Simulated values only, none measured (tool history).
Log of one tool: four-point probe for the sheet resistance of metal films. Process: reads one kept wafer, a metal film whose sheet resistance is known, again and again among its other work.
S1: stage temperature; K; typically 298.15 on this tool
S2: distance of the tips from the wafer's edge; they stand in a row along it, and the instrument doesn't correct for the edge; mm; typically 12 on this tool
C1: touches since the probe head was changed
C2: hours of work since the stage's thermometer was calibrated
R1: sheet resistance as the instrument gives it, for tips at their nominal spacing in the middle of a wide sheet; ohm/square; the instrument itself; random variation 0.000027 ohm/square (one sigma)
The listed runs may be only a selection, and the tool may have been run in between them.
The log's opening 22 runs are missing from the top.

run,day,S1,S2,C1,C2,R1
23,25.675,302.15,16,71325,1958,0.133207
24,26.912,300.15,49,72309,1977,0.133090
25,27.679,307.15,56,72918,1988,0.133212
26,28.900,291.15,5,73887,2007,0.133761
27,29.675,306.15,5,74501,2018,0.133890
28,30.404,306.15,5,75082,2029,0.133947
29,31.712,306.15,5,76121,2049,0.133886
30,32.642,296.15,34,76859,2063,0.133088
# day 32.775: stage's thermometer calibrated
31,34.304,297.15,72,78163,23,0.133057
32,35.208,303.15,46,78879,37,0.133180
33,36.846,302.15,12,80179,61,0.133227
34,38.112,307.15,10,81185,80,0.133382
35,39.029,291.15,3,81915,94,0.134907
# day 39.842: stage's thermometer calibrated, once more
36,40.071,304.15,8,82724,3,0.133199
37,41.667,295.15,18,83992,27,0.132846

Run 38, settings as shown, results not yet in. Your forecast:
38,42.958,296.15,12,85019,47,?

{"run 38": {"R1": 0.132912}}
Take away the tool's hidden state, keep the run-to-run variation as it was, and the same run would have given R1 0.133028 ohm/square.

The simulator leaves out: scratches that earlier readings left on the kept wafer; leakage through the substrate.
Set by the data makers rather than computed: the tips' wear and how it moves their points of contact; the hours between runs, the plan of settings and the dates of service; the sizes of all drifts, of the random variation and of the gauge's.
